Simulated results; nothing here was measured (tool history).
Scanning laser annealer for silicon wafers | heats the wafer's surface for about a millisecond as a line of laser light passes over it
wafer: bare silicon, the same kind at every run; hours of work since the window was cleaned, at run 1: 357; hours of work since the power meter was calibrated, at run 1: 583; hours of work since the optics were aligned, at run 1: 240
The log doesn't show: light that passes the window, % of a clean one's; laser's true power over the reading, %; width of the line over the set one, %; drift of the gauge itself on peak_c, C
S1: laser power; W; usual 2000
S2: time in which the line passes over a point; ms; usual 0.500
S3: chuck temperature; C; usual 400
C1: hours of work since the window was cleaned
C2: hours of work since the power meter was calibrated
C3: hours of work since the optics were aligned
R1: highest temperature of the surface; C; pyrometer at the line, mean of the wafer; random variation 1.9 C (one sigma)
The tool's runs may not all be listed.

Run 1, day 0.000: usual settings; C1 357; C2 583; C3 240. Result: R1 1159 C.
Run 2, day 1.629: usual settings but S1 1744 W; C1 377; C2 603; C3 260. Result: R1 1049 C.
Run 3, day 3.221: usual settings but S1 1744 W; C1 397; C2 623; C3 280. Result: R1 1047 C.
Run 4, day 5.504: usual settings but S1 1744 W; C1 425; C2 651; C3 308. Result: R1 1049 C.
Run 5, day 7.079: usual settings; C1 444; C2 671; C3 328. Result: R1 1162 C.
At day 8.033: window over the wafer cleaned.
Run 6, day 8.650: usual settings; C1 8; C2 689; C3 346. Result: R1 1161 C.
Run 7, day 9.971: usual settings; C1 24; C2 706; C3 362. Result: R1 1161 C.
Run 8, day 12.267: usual settings; C1 52; C2 734; C3 391. Result: R1 1160 C.
Run 9, day 13.625: usual settings; C1 69; C2 751; C3 407. Result: R1 1165 C.
Run 10, day 15.346: usual settings; C1 90; C2 772; C3 429. Result: R1 1161 C.
Run 11, day 16.838: usual settings; C1 109; C2 791; C3 447. Result: R1 1161 C.
Run 12, day 18.804: usual settings; C1 133; C2 815; C3 472. Result: R1 1165 C.
Run 13, day 20.200: usual settings but S3 362 C; C1 151; C2 832; C3 489. Result: R1 1125 C.
Run 14, day 21.658: usual settings but S1 1868 W; C1 169; C2 850; C3 507. Result: R1 1100 C.
Run 15, day 22.817: usual settings but S1 1868 W; C1 183; C2 865; C3 521. Result: R1 1102 C.
Run 16, day 24.283: usual settings but S2 0.579 ms, S3 401 C; C1 201; C2 883; C3 539. Result: R1 1228 C.
Run 17, day 26.175: usual settings but S2 0.580 ms; C1 225; C2 906; C3 563. Result: R1 1231 C.
Run 18, day 28.012: usual settings but S1 2013 W, S3 402 C; C1 247; C2 929; C3 586. Result: R1 1171 C.
Run 19, day 30.275: usual settings but S1 2013 W, S3 402 C; C1 275; C2 957; C3 614. Result: R1 1167 C.
Run 20, day 31.529: usual settings but S1 2013 W, S3 402 C; C1 291; C2 972; C3 629. Result: R1 1172 C.
Run 21, day 33.529: usual settings but S2 0.562 ms, S3 421 C; C1 316; C2 997; C3 654. Result: R1 1238 C.
Run 22, day 34.538: usual settings but S1 2110 W, S2 0.563 ms, S3 405 C; C1 328; C2 1010; C3 666. Result: R1 1278 C.
Run 23, day 36.925: usual settings but S1 1778 W, S2 0.365 ms; C1 358; C2 1039; C3 696. Result: R1 951 C.
Run 24, day 38.812: usual settings but S3 379 C; C1 381; C2 1063; C3 719. Result: R1 1141 C.
Run 25, day 40.529: usual settings but S3 379 C; C1 402; C2 1084; C3 741. Result: R1 1137 C.
Run 26, day 41.562: usual settings but S3 379 C; C1 415; C2 1097; C3 753. Result: R1 1142 C.
Run 27, day 43.821: usual settings but S1 1781 W, S2 0.507 ms, S3 402 C; C1 443; C2 1125; C3 781. Result: R1 1069 C.
At day 44.883: window over the wafer cleaned.
Run 28, day 45.808: usual settings but S1 1918 W, S2 0.505 ms, S3 371 C; C1 11; C2 1148; C3 805. Result: R1 1101 C.
Run 29, day 47.150: usual settings but S1 1918 W, S2 0.505 ms, S3 371 C; C1 28; C2 1165; C3 821. Result: R1 1103 C.
Run 30, day 49.050: usual settings but S3 402 C; C1 52; C2 1188; C3 845. Result: R1 1165 C.

Forecast each of these 3 alternatives for the next run:
Run A, day 51.054: usual settings but S2 0.593 ms, S3 402 C; C1 76; C2 1213; C3 870. Result: R1 ?.
Run B, day 51.054: usual settings but S1 2160 W, S3 361 C; C1 76; C2 1213; C3 870. Result: R1 ?.
Run C, day 51.054: usual settings but S3 415 C; C1 76; C2 1213; C3 870. Result: R1 ?.

run    R1
  A  1244
  B  1195
  C  1176
Without the tool's hidden state the same runs would have given:
run    R1
  A  1244
  B  1195
  C  1177
